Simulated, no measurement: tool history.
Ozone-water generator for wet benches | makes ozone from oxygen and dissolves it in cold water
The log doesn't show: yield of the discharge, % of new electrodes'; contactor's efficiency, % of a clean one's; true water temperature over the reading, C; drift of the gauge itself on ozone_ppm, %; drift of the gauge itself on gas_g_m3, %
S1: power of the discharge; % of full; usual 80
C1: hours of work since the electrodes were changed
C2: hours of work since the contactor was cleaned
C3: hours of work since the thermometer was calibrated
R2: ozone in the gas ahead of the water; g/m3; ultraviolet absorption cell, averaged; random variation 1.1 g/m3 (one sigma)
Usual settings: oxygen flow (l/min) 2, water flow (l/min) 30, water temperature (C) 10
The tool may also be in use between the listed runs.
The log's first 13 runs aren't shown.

run 14 hour=414.7 | S1=80 oxygen_flow_(l/min)=2 water_flow_(l/min)=30 water_temperature_(C)=10 | C1=348 C2=226 C3=1960 | dissolved_ozone_(ppm)=6.7 R2=189.4
run 15 hour=438 | S1=80 oxygen_flow_(l/min)=2 water_flow_(l/min)=30 water_temperature_(C)=10 | C1=364 C2=242 C3=1976 | dissolved_ozone_(ppm)=6.4 R2=188.8
run 16 hour=469.8 | S1=80 oxygen_flow_(l/min)=2 water_flow_(l/min)=30 water_temperature_(C)=10 | C1=385 C2=263 C3=1998 | dissolved_ozone_(ppm)=6.8 R2=189.7
run 17 hour=495 | S1=80 oxygen_flow_(l/min)=2 water_flow_(l/min)=19 water_temperature_(C)=10 | C1=402 C2=280 C3=2015 | dissolved_ozone_(ppm)=11.3 R2=188.6
run 18 hour=523.8 | S1=41 oxygen_flow_(l/min)=2 water_flow_(l/min)=27 water_temperature_(C)=5 | C1=422 C2=300 C3=2034 | dissolved_ozone_(ppm)=5.4 R2=129.3
run 19 hour=562.7 | S1=56 oxygen_flow_(l/min)=2 water_flow_(l/min)=27 water_temperature_(C)=7 | C1=448 C2=326 C3=2060 | dissolved_ozone_(ppm)=6.2 R2=153.3
run 20 hour=588.1 | S1=56 oxygen_flow_(l/min)=1.52 water_flow_(l/min)=41 water_temperature_(C)=6 | C1=465 C2=343 C3=2078 | dissolved_ozone_(ppm)=3.5 R2=180
run 21 hour=616.2 | S1=42 oxygen_flow_(l/min)=2 water_flow_(l/min)=26 water_temperature_(C)=10 | C1=484 C2=362 C3=2097 | dissolved_ozone_(ppm)=5.4 R2=130.7
run 22 hour=655.3 | S1=47 oxygen_flow_(l/min)=2 water_flow_(l/min)=26 water_temperature_(C)=10 | C1=511 C2=389 C3=2123 | dissolved_ozone_(ppm)=5.7 R2=140.2
run 23 hour=676.6 | S1=47 oxygen_flow_(l/min)=2 water_flow_(l/min)=26 water_temperature_(C)=10 | C1=525 C2=403 C3=2138 | dissolved_ozone_(ppm)=5.6 R2=140.3
run 24 hour=699.2 | S1=47 oxygen_flow_(l/min)=2 water_flow_(l/min)=26 water_temperature_(C)=10 | C1=540 C2=418 C3=2153 | dissolved_ozone_(ppm)=5.8 R2=140.1
run 25 hour=733 | S1=47 oxygen_flow_(l/min)=2 water_flow_(l/min)=26 water_temperature_(C)=10 | C1=563 C2=441 C3=2176 | dissolved_ozone_(ppm)=6 R2=138.1
run 26 hour=774.7 | S1=42 oxygen_flow_(l/min)=1.31 water_flow_(l/min)=30 water_temperature_(C)=9 | C1=592 C2=470 C3=2204 | dissolved_ozone_(ppm)=4 R2=165.6
run 27 hour=793.4 | S1=42 oxygen_flow_(l/min)=1.31 water_flow_(l/min)=30 water_temperature_(C)=9 | C1=604 C2=482 C3=2217 | dissolved_ozone_(ppm)=4 R2=163.9
run 28 hour=820.3 | S1=42 oxygen_flow_(l/min)=1.31 water_flow_(l/min)=30 water_temperature_(C)=9 | C1=622 C2=500 C3=2235 | dissolved_ozone_(ppm)=4 R2=163.8
run 29 hour=846.7 | S1=66 oxygen_flow_(l/min)=1.79 water_flow_(l/min)=30 water_temperature_(C)=10 | C1=640 C2=518 C3=2253 | dissolved_ozone_(ppm)=5.7 R2=180.5
run 30 hour=875.4 | S1=66 oxygen_flow_(l/min)=1.79 water_flow_(l/min)=30 water_temperature_(C)=10 | C1=660 C2=538 C3=2272 | dissolved_ozone_(ppm)=5.9 R2=179.8
run 31 hour=901.5 | S1=66 oxygen_flow_(l/min)=1.79 water_flow_(l/min)=30 water_temperature_(C)=10 | C1=677 C2=555 C3=2290 | dissolved_ozone_(ppm)=5.6 R2=177.5
run 32 hour=935.3 | S1=66 oxygen_flow_(l/min)=1.79 water_flow_(l/min)=30 water_temperature_(C)=13 | C1=700 C2=578 C3=2313 | dissolved_ozone_(ppm)=5.5 R2=179.2
run 33 hour=968.9 | S1=66 oxygen_flow_(l/min)=1.79 water_flow_(l/min)=47 water_temperature_(C)=13 | C1=723 C2=601 C3=2335 | dissolved_ozone_(ppm)=3.3 R2=180
run 34 hour=1010.2 | S1=77 oxygen_flow_(l/min)=2 water_flow_(l/min)=30 water_temperature_(C)=10 | C1=751 C2=629 C3=2363 | dissolved_ozone_(ppm)=6.5 R2=182.7

Forecast each of these 3 alternatives for the next run:
run A hour=1051.8 | S1=80 oxygen_flow_(l/min)=1.82 water_flow_(l/min)=23 water_temperature_(C)=10 | C1=779 C2=657 C3=2392 | dissolved_ozone_(ppm)=? R2=?
run B hour=1051.8 | S1=72 oxygen_flow_(l/min)=2.22 water_flow_(l/min)=30 water_temperature_(C)=10 | C1=779 C2=657 C3=2392 | dissolved_ozone_(ppm)=? R2=?
run C hour=1051.8 | S1=55 oxygen_flow_(l/min)=2 water_flow_(l/min)=30 water_temperature_(C)=8 | C1=779 C2=657 C3=2392 | dissolved_ozone_(ppm)=? R2=?

run=A dissolved_ozone_(ppm)=8.7 R2=199.2
run=B dissolved_ozone_(ppm)=6.6 R2=167.5
run=C dissolved_ozone_(ppm)=5.2 R2=151.9
Without the tool's hidden state the same runs would have given:
run=A dissolved_ozone_(ppm)=8.7 R2=204
run=B dissolved_ozone_(ppm)=6.6 R2=171.6
run=C dissolved_ozone_(ppm)=5.2 R2=155.6

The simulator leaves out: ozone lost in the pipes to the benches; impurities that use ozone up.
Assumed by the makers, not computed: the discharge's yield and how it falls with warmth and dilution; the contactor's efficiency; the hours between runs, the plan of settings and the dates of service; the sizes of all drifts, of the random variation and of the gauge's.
